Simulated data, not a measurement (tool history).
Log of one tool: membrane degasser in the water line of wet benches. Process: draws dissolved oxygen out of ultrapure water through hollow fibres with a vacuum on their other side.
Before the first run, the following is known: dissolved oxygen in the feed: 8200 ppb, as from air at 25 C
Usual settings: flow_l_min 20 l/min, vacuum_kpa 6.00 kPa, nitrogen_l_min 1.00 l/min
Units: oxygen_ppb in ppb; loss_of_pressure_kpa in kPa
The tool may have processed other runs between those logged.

{"run": 1, "hour": 0.0, "flow_l_min": 20, "vacuum_kpa": 6.0, "nitrogen_l_min": 1.0, "oxygen_ppb": 134.2, "loss_of_pressure_kpa": 49.43}
{"run": 2, "hour": 283.3, "flow_l_min": 20, "vacuum_kpa": 6.0, "nitrogen_l_min": 1.0, "oxygen_ppb": 132.7, "loss_of_pressure_kpa": 49.46}
{"run": 3, "hour": 535.9, "flow_l_min": 20, "vacuum_kpa": 6.0, "nitrogen_l_min": 1.0, "oxygen_ppb": 136.0, "loss_of_pressure_kpa": 49.14}
{"run": 4, "hour": 855.8, "flow_l_min": 20, "vacuum_kpa": 6.0, "nitrogen_l_min": 1.0, "oxygen_ppb": 135.1, "loss_of_pressure_kpa": 49.34}
{"run": 5, "hour": 1154.0, "flow_l_min": 20, "vacuum_kpa": 6.0, "nitrogen_l_min": 1.0, "oxygen_ppb": 133.1, "loss_of_pressure_kpa": 49.56}
{"run": 6, "hour": 1322.9, "flow_l_min": 20, "vacuum_kpa": 6.0, "nitrogen_l_min": 1.0, "oxygen_ppb": 135.5, "loss_of_pressure_kpa": 50.18}
{"run": 7, "hour": 1464.6, "flow_l_min": 20, "vacuum_kpa": 6.0, "nitrogen_l_min": 1.0, "oxygen_ppb": 135.9, "loss_of_pressure_kpa": 49.93}
{"run": 8, "hour": 1799.2, "flow_l_min": 20, "vacuum_kpa": 6.0, "nitrogen_l_min": 1.0, "oxygen_ppb": 135.4, "loss_of_pressure_kpa": 49.92}
{"run": 9, "hour": 2142.0, "flow_l_min": 20, "vacuum_kpa": 6.0, "nitrogen_l_min": 1.0, "oxygen_ppb": 136.2, "loss_of_pressure_kpa": 50.05}
{"run": 10, "hour": 2368.7, "flow_l_min": 20, "vacuum_kpa": 6.0, "nitrogen_l_min": 1.0, "oxygen_ppb": 133.8, "loss_of_pressure_kpa": 49.72}
{"hour": 2497.4, "done": "vacuum gauge calibrated"}
{"run": 11, "hour": 2594.4, "flow_l_min": 20, "vacuum_kpa": 6.0, "nitrogen_l_min": 1.0, "oxygen_ppb": 133.6, "loss_of_pressure_kpa": 50.09}
{"run": 12, "hour": 2872.3, "flow_l_min": 20, "vacuum_kpa": 6.0, "nitrogen_l_min": 1.0, "oxygen_ppb": 133.2, "loss_of_pressure_kpa": 50.39}
{"run": 13, "hour": 3145.9, "flow_l_min": 20, "vacuum_kpa": 6.0, "nitrogen_l_min": 1.0, "oxygen_ppb": 130.8, "loss_of_pressure_kpa": 50.0}
{"run": 14, "hour": 3377.7, "flow_l_min": 20, "vacuum_kpa": 6.0, "nitrogen_l_min": 1.0, "oxygen_ppb": 132.4, "loss_of_pressure_kpa": 50.31}
{"run": 15, "hour": 3563.5, "flow_l_min": 29, "vacuum_kpa": 5.75, "nitrogen_l_min": 0.63, "oxygen_ppb": 260.7, "loss_of_pressure_kpa": 73.43}
{"run": 16, "hour": 3815.3, "flow_l_min": 29, "vacuum_kpa": 5.75, "nitrogen_l_min": 0.63, "oxygen_ppb": 260.7, "loss_of_pressure_kpa": 73.32}
{"run": 17, "hour": 4015.4, "flow_l_min": 13, "vacuum_kpa": 14.39, "nitrogen_l_min": 1.0, "oxygen_ppb": 331.2, "loss_of_pressure_kpa": 32.87}
{"run": 18, "hour": 4346.7, "flow_l_min": 25, "vacuum_kpa": 7.25, "nitrogen_l_min": 0.43, "oxygen_ppb": 437.1, "loss_of_pressure_kpa": 63.48}
{"run": 19, "hour": 4670.6, "flow_l_min": 29, "vacuum_kpa": 10.68, "nitrogen_l_min": 0.64, "oxygen_ppb": 662.2, "loss_of_pressure_kpa": 73.16}
{"run": 20, "hour": 4826.7, "flow_l_min": 29, "vacuum_kpa": 10.68, "nitrogen_l_min": 0.64, "oxygen_ppb": 661.1, "loss_of_pressure_kpa": 73.71}
{"run": 21, "hour": 4977.0, "flow_l_min": 29, "vacuum_kpa": 10.68, "nitrogen_l_min": 0.64, "oxygen_ppb": 663.1, "loss_of_pressure_kpa": 73.63}
{"run": 22, "hour": 5230.7, "flow_l_min": 17, "vacuum_kpa": 6.44, "nitrogen_l_min": 0.53, "oxygen_ppb": 219.8, "loss_of_pressure_kpa": 43.62}
{"run": 23, "hour": 5441.1, "flow_l_min": 17, "vacuum_kpa": 6.44, "nitrogen_l_min": 0.53, "oxygen_ppb": 221.5, "loss_of_pressure_kpa": 43.02}
{"run": 24, "hour": 5772.8, "flow_l_min": 16, "vacuum_kpa": 9.99, "nitrogen_l_min": 2.02, "oxygen_ppb": 133.7, "loss_of_pressure_kpa": 41.27}
{"run": 25, "hour": 5933.8, "flow_l_min": 15, "vacuum_kpa": 7.53, "nitrogen_l_min": 0.77, "oxygen_ppb": 194.5, "loss_of_pressure_kpa": 38.3}
{"run": 26, "hour": 6165.8, "flow_l_min": 15, "vacuum_kpa": 7.53, "nitrogen_l_min": 0.77, "oxygen_ppb": 195.2, "loss_of_pressure_kpa": 38.44}
{"run": 27, "hour": 6397.7, "flow_l_min": 24, "vacuum_kpa": 12.64, "nitrogen_l_min": 1.55, "oxygen_ppb": 350.7, "loss_of_pressure_kpa": 61.67}

Hidden state or all else? Some run-to-run changes of oxygen_ppb, split into what the settings, what came in and random variation would give without the hidden state, and what is left for the hidden state (with any gauge scatter that isn't in both results):
Hidden conditions of the tool in this case: membrane still open, %; true pressure behind the membrane over the reading, kPa; air that leaks in behind the membrane, l/min; drift of the gauge itself on oxygen_ppb, %; drift of the gauge itself on loss_of_pressure_kpa, %.
Run 14 -> 15: flow_l_min 20 -> 29, vacuum_kpa 6.00 -> 5.75, nitrogen_l_min 1.00 -> 0.63. oxygen_ppb +128.3 ppb: hidden state +11.2, all else +117.1.
Run 16 -> 17: flow_l_min 29 -> 13, vacuum_kpa 5.75 -> 14.39, nitrogen_l_min 0.63 -> 1.00. oxygen_ppb +70.5 ppb: hidden state -12.8, all else +83.3.
Run 18 -> 19: flow_l_min 25 -> 29, vacuum_kpa 7.25 -> 10.68, nitrogen_l_min 0.43 -> 0.64. oxygen_ppb +225.1 ppb: hidden state +4.1, all else +221.0.
Run 21 -> 22: flow_l_min 29 -> 17, vacuum_kpa 10.68 -> 6.44, nitrogen_l_min 0.64 -> 0.53. oxygen_ppb -443.3 ppb: hidden state -10.9, all else -432.4.
